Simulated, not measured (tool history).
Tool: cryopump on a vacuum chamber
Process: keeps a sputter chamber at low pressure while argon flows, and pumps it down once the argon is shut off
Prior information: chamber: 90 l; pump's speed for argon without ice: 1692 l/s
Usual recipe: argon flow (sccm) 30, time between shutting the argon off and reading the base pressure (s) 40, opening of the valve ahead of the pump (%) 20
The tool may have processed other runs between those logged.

run	hour	argon flow (sccm)	time between shutting the argon off and reading the base pressure (s)	opening of the valve ahead of the pump (%)	pressure while argon flows (Pa)	pressure after the wait (uPa)
1	0	30	40	20	0.1562	1.5
2	116.3	30	40	19	0.164	1.58
# hour 127.9: pump warmed up, emptied and cooled again
3	183.7	30	40	19	0.1579	1.5
4	271.3	30	40	19	0.1586	1.61
5	343.8	30	40	19	0.1586	1.69
6	434.6	30	40	20	0.1526	1.76
7	546.5	30	40	20	0.1527	1.96
8	600.2	24	40	20	0.1221	1.97
9	712.5	24	40	20	0.1218	2.05
10	795	24	40	20	0.1227	2.14
11	853.9	13	40	20	0.0664	2.25
12	930.9	13	40	20	0.0658	2.32
13	1042.2	30	40	34	0.0932	2.36
# hour 1107: pump warmed up, emptied and cooled again
14	1145	30	40	34	0.0883	2.27
15	1255.2	54	40	20	0.2718	2.39
16	1356.4	54	40	20	0.2716	2.41
17	1468.7	54	40	20	0.274	2.6
# hour 1511.1: leaking fittings of the chamber tightened, without venting
18	1548.6	36	40	20	0.1843	1.21
19	1607.2	36	40	20	0.183	1.2
20	1661.1	29	42	24	0.1236	1.24
21	1764.9	13	119	24	0.0556	0.74
22	1854.4	13	119	24	0.0558	0.83
23	1948.5	30	26	32	0.0993	2.01
24	2029.5	59	62	16	0.3778	1.31
# hour 2087: pump warmed up, emptied and cooled again
25	2119.3	30	190	49	0.0614	0.85
26	2176.5	48	67	32	0.1508	1.29
27	2242.6	35	92	52	0.0683	1.18
28	2319.7	30	253	20	0.1512	0.98
29	2392.6	13	40	20	0.0658	1.86
30	2456.7	14	25	20	0.0705	2.53
31	2513.6	25	57	58	0.0444	1.67
32	2564	30	91	20	0.1522	1.43
33	2657.2	30	91	20	0.1527	1.56
34	2710.7	15	91	25	0.0615	1.59

Run by run, hidden condition taken away, random variation retained:
The tool's hidden condition here consists of: pump's speed, % of a pump's without ice; cold plate's temperature, K; leak into the chamber, uPa l/s; drift of the gauge itself on working_pa, %; drift of the gauge itself on base_upa, %.
run	pressure while argon flows (Pa)	pressure after the wait (uPa)
1	0.1503	1.13
2	0.1573	1.09
3	0.1576	1.08
4	0.1578	1.11
5	0.1575	1.12
6	0.1509	1.11
7	0.1505	1.19
8	0.1201	1.15
9	0.1194	1.12
10	0.1199	1.14
11	0.0647	1.18
12	0.0639	1.16
13	0.0882	1.09
14	0.0879	1.1
15	0.27	1.14
16	0.2689	1.09
17	0.2702	1.15
18	0.1812	1.15
19	0.1796	1.09
20	0.1205	1.08
21	0.054	0.5
22	0.054	0.5
23	0.0946	1.6
24	0.3675	0.81
25	0.0609	0.38
26	0.1496	0.77
27	0.0671	0.6
28	0.1498	0.33
29	0.0651	1.14
30	0.0695	1.74
31	0.0424	0.84
32	0.1496	0.57
33	0.1495	0.59
34	0.0597	0.58
